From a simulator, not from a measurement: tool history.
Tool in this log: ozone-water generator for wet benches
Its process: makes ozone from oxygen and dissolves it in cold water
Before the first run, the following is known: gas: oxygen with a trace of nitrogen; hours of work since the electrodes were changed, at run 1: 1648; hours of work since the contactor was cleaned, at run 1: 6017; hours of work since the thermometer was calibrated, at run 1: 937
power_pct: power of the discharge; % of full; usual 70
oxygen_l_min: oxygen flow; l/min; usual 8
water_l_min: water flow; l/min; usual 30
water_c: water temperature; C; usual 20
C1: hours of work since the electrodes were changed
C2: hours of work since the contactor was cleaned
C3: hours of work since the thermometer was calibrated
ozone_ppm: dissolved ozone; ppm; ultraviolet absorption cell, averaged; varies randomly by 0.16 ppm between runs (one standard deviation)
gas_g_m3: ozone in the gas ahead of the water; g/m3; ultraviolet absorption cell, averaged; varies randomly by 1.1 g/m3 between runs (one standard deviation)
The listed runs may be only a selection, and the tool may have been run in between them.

run 1 hour=0 | power_pct=70 oxygen_l_min=8 water_l_min=30 water_c=20 | C1=1648 C2=6017 C3=937 | ozone_ppm=18.3 gas_g_m3=192
run 2 hour=39.6 | power_pct=70 oxygen_l_min=8 water_l_min=30 water_c=15 | C1=1676 C2=6045 C3=965 | ozone_ppm=19.7 gas_g_m3=191.2
run 3 hour=76.3 | power_pct=70 oxygen_l_min=8 water_l_min=30 water_c=15 | C1=1702 C2=6071 C3=991 | ozone_ppm=19.8 gas_g_m3=189.8
run 4 hour=121.9 | power_pct=70 oxygen_l_min=8 water_l_min=20 water_c=20 | C1=1734 C2=6104 C3=1023 | ozone_ppm=24.5 gas_g_m3=192.3
run 5 hour=181.5 | power_pct=70 oxygen_l_min=8 water_l_min=26 water_c=20 | C1=1777 C2=6146 C3=1066 | ozone_ppm=20.3 gas_g_m3=188.2
run 6 hour=220.7 | power_pct=70 oxygen_l_min=8 water_l_min=26 water_c=20 | C1=1804 C2=6174 C3=1094 | ozone_ppm=20.5 gas_g_m3=191.5
run 7 hour=251 | power_pct=70 oxygen_l_min=8 water_l_min=20 water_c=20 | C1=1826 C2=6196 C3=1115 | ozone_ppm=24.3 gas_g_m3=191.4
run 8 hour=305.4 | power_pct=70 oxygen_l_min=8 water_l_min=39 water_c=20 | C1=1865 C2=6234 C3=1154 | ozone_ppm=15.1 gas_g_m3=191.7
run 9 hour=360.6 | power_pct=70 oxygen_l_min=8 water_l_min=30 water_c=20 | C1=1904 C2=6274 C3=1193 | ozone_ppm=18.3 gas_g_m3=189.5
run 10 hour=389.7 | power_pct=70 oxygen_l_min=8 water_l_min=30 water_c=20 | C1=1925 C2=6294 C3=1214 | ozone_ppm=18.2 gas_g_m3=189.2
run 11 hour=435 | power_pct=70 oxygen_l_min=8 water_l_min=30 water_c=20 | C1=1957 C2=6326 C3=1246 | ozone_ppm=18.5 gas_g_m3=191.2
run 12 hour=484.5 | power_pct=79 oxygen_l_min=8 water_l_min=30 water_c=20 | C1=1992 C2=6362 C3=1281 | ozone_ppm=19.8 gas_g_m3=206.6
run 13 hour=535.6 | power_pct=70 oxygen_l_min=8 water_l_min=30 water_c=24 | C1=2028 C2=6398 C3=1318 | ozone_ppm=17.2 gas_g_m3=190.3
run 14 hour=561.1 | power_pct=70 oxygen_l_min=8 water_l_min=30 water_c=24 | C1=2047 C2=6416 C3=1336 | ozone_ppm=17.2 gas_g_m3=188.2
run 15 hour=590.7 | power_pct=70 oxygen_l_min=8 water_l_min=30 water_c=24 | C1=2068 C2=6437 C3=1357 | ozone_ppm=17.2 gas_g_m3=191.4
run 16 hour=629.1 | power_pct=74 oxygen_l_min=8 water_l_min=30 water_c=20 | C1=2095 C2=6465 C3=1384 | ozone_ppm=18.8 gas_g_m3=197.3
run 17 hour=669.3 | power_pct=74 oxygen_l_min=4.48 water_l_min=30 water_c=20 | C1=2123 C2=6493 C3=1413 | ozone_ppm=19.4 gas_g_m3=287.2
run 18 hour=704.4 | power_pct=74 oxygen_l_min=4.48 water_l_min=30 water_c=20 | C1=2148 C2=6518 C3=1438 | ozone_ppm=19.5 gas_g_m3=285.6
run 19 hour=747.4 | power_pct=69 oxygen_l_min=4.48 water_l_min=30 water_c=20 | C1=2179 C2=6549 C3=1468 | ozone_ppm=18.5 gas_g_m3=272
run 20 hour=784.1 | power_pct=69 oxygen_l_min=4.48 water_l_min=22 water_c=17 | C1=2205 C2=6575 C3=1494 | ozone_ppm=24.5 gas_g_m3=274.8
run 21 hour=833.8 | power_pct=83 oxygen_l_min=8.77 water_l_min=18 water_c=23 | C1=2240 C2=6610 C3=1530 | ozone_ppm=26.2 gas_g_m3=201.1
-- hour=839.7 water thermometer calibrated
run 22 hour=864.7 | power_pct=70 oxygen_l_min=4.9 water_l_min=36 water_c=13 | C1=2262 C2=6632 C3=18 | ozone_ppm=17 gas_g_m3=260.6
run 23 hour=917.9 | power_pct=70 oxygen_l_min=4.9 water_l_min=36 water_c=13 | C1=2300 C2=6669 C3=56 | ozone_ppm=16.8 gas_g_m3=258.1
-- hour=944.5 water thermometer calibrated, once more
run 24 hour=973.4 | power_pct=70 oxygen_l_min=5.57 water_l_min=36 water_c=21 | C1=2339 C2=6709 C3=21 | ozone_ppm=15.6 gas_g_m3=241.1
run 25 hour=1020.3 | power_pct=58 oxygen_l_min=4.19 water_l_min=30 water_c=23 | C1=2372 C2=6742 C3=54 | ozone_ppm=15.6 gas_g_m3=251.4
run 26 hour=1048.3 | power_pct=86 oxygen_l_min=11.04 water_l_min=22 water_c=22 | C1=2392 C2=6762 C3=74 | ozone_ppm=23.1 gas_g_m3=178.7
run 27 hour=1085.5 | power_pct=86 oxygen_l_min=11.04 water_l_min=22 water_c=22 | C1=2419 C2=6788 C3=100 | ozone_ppm=23.2 gas_g_m3=176.4
run 28 hour=1139.6 | power_pct=60 oxygen_l_min=4.58 water_l_min=35 water_c=20 | C1=2457 C2=6827 C3=139 | ozone_ppm=14.5 gas_g_m3=241.5
run 29 hour=1195.9 | power_pct=70 oxygen_l_min=9.38 water_l_min=24 water_c=20 | C1=2497 C2=6867 C3=179 | ozone_ppm=20.8 gas_g_m3=170.2
run 30 hour=1230.1 | power_pct=70 oxygen_l_min=5.59 water_l_min=24 water_c=15 | C1=2521 C2=6891 C3=203 | ozone_ppm=23.8 gas_g_m3=241.3
run 31 hour=1264.9 | power_pct=75 oxygen_l_min=5.59 water_l_min=35 water_c=26 | C1=2546 C2=6916 C3=228 | ozone_ppm=15.9 gas_g_m3=249.2
run 32 hour=1301.4 | power_pct=70 oxygen_l_min=5.4 water_l_min=30 water_c=20 | C1=2572 C2=6942 C3=254 | ozone_ppm=18.5 gas_g_m3=246.5

What if the next run were any one of these 4? Each begins from the tool's condition after run 32:
run A hour=1335.1 | power_pct=66 oxygen_l_min=5.4 water_l_min=21 water_c=25 | C1=2596 C2=6966 C3=278 | ozone_ppm=? gas_g_m3=?
run B hour=1335.1 | power_pct=70 oxygen_l_min=5.4 water_l_min=42 water_c=20 | C1=2596 C2=6966 C3=278 | ozone_ppm=? gas_g_m3=?
run C hour=1335.1 | power_pct=70 oxygen_l_min=12.78 water_l_min=30 water_c=14 | C1=2596 C2=6966 C3=278 | ozone_ppm=? gas_g_m3=?
run D hour=1335.1 | power_pct=70 oxygen_l_min=5.4 water_l_min=40 water_c=20 | C1=2596 C2=6966 C3=278 | ozone_ppm=? gas_g_m3=?

run=A ozone_ppm=21.6 gas_g_m3=231.4
run=B ozone_ppm=14 gas_g_m3=243.7
run=C ozone_ppm=18.6 gas_g_m3=137.4
run=D ozone_ppm=14.3 gas_g_m3=243.5
Take away the tool's hidden state, keep each run's random variation, and the runs would have read:
run=A ozone_ppm=23.9 gas_g_m3=241.7
run=B ozone_ppm=15.7 gas_g_m3=255
run=C ozone_ppm=20.8 gas_g_m3=143.8
run=D ozone_ppm=16.1 gas_g_m3=254.7

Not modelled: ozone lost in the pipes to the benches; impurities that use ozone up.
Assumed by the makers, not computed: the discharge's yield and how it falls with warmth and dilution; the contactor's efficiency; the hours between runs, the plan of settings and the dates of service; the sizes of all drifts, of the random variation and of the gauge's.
